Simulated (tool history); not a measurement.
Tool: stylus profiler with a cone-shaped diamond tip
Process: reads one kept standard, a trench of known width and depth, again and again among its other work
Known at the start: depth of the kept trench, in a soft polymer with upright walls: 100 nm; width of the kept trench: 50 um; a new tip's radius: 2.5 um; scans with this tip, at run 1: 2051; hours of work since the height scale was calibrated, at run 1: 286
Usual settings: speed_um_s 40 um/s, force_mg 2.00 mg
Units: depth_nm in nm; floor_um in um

run   hour  speed_um_s  force_mg  scans with this tip  hours of work since the height scale was calibrated  depth_nm  floor_um
  1    0.0          40      2.00                 2051                                                  286    100.64     48.22
  2   20.5          11      2.00                 2161                                                  301    100.67     48.34
  3   32.9          11      2.00                 2226                                                  310    100.60     48.40
  4   44.7          11      2.00                 2289                                                  319    100.63     48.37
  5   65.2          11      2.00                 2398                                                  334    100.65     48.38
  6   83.7          40      2.00                 2497                                                  348    100.62     48.18
  7   98.9          40      4.11                 2578                                                  359    100.92     48.25
  8  114.6          40      4.11                 2662                                                  371    100.99     48.29
  9  142.6          95      2.69                 2811                                                  392    100.74     47.94
 10  157.1          99      1.05                 2888                                                  402    100.51     47.65
 11  184.3          11      3.75                 3033                                                  423    100.97     48.36
 12  209.9          11      1.20                 3169                                                  442    100.51     48.35
 13  226.0          27      4.23                 3255                                                  454    101.04     48.26
 14  246.1          27      4.23                 3363                                                  468    101.00     48.25

Measured less the same run without the tool's hidden state. The same run-to-run variation is in both; the gauge's scatter may not be:
The hidden state here: radius of the tip, um; height scale over the true one, %; drift of the gauge itself on depth_nm, %; drift of the gauge itself on floor_um, %.
run  depth_nm  floor_um
  1     +0.08     -0.13
  2     +0.09     -0.14
  3     +0.08     -0.14
  4     +0.08     -0.15
  5     +0.09     -0.16
  6     +0.10     -0.16
  7     +0.11     -0.18
  8     +0.11     -0.18
  9     +0.11     -0.19
 10     +0.12     -0.19
 11     +0.13     -0.21
 12     +0.13     -0.22
 13     +0.15     -0.22
 14     +0.15     -0.23
